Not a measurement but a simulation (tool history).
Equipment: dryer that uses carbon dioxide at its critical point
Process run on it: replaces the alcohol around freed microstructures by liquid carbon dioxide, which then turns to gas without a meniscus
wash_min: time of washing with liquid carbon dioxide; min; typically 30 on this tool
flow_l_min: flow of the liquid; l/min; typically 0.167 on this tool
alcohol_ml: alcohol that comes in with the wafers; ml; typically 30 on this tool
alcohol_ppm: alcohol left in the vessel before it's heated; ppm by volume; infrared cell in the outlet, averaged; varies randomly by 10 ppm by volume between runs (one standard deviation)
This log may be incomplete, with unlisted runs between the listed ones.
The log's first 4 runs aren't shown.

run	hour	wash_min	flow_l_min	alcohol_ml	hours of work since the filter was changed	hours of work since the purifier's bed was changed	alcohol_ppm
5	61.5	30	0.167	30	180	533	947
6	81.9	30	0.176	30	197	549	792
7	105.2	30	0.176	30	215	568	811
8	118.3	30	0.176	30	226	579	820
9	132.3	30	0.243	30	237	590	253
# hour 143.9: inlet filter changed
10	159.6	30	0.243	30	13	611	163
11	175.0	30	0.167	30	25	623	690
12	187.5	30	0.167	83	35	633	1811
13	207.5	30	0.167	30	51	649	697
14	220.3	20	0.167	30	61	659	2447
15	243.3	20	0.167	30	79	678	2527
16	261.3	30	0.167	30	94	692	796
17	280.7	30	0.167	30	109	708	819
18	308.0	30	0.167	30	131	729	872
19	331.2	30	0.167	30	150	748	874
20	354.5	30	0.167	30	168	766	941
21	376.3	30	0.167	30	186	784	962
22	402.7	32	0.167	30	207	805	824
23	422.5	30	0.167	72	223	821	2322
24	449.4	21	0.240	92	244	842	2785

Run 25, settings as shown, results not yet in. Your forecast:
# hour 452.2: inlet filter changed
25	467.2	21	0.240	92	12	856	?

{"run 25": {"alcohol_ppm": 1726}}
With no hidden state in the tool, this same run would have given alcohol_ppm 1524 ppm by volume.

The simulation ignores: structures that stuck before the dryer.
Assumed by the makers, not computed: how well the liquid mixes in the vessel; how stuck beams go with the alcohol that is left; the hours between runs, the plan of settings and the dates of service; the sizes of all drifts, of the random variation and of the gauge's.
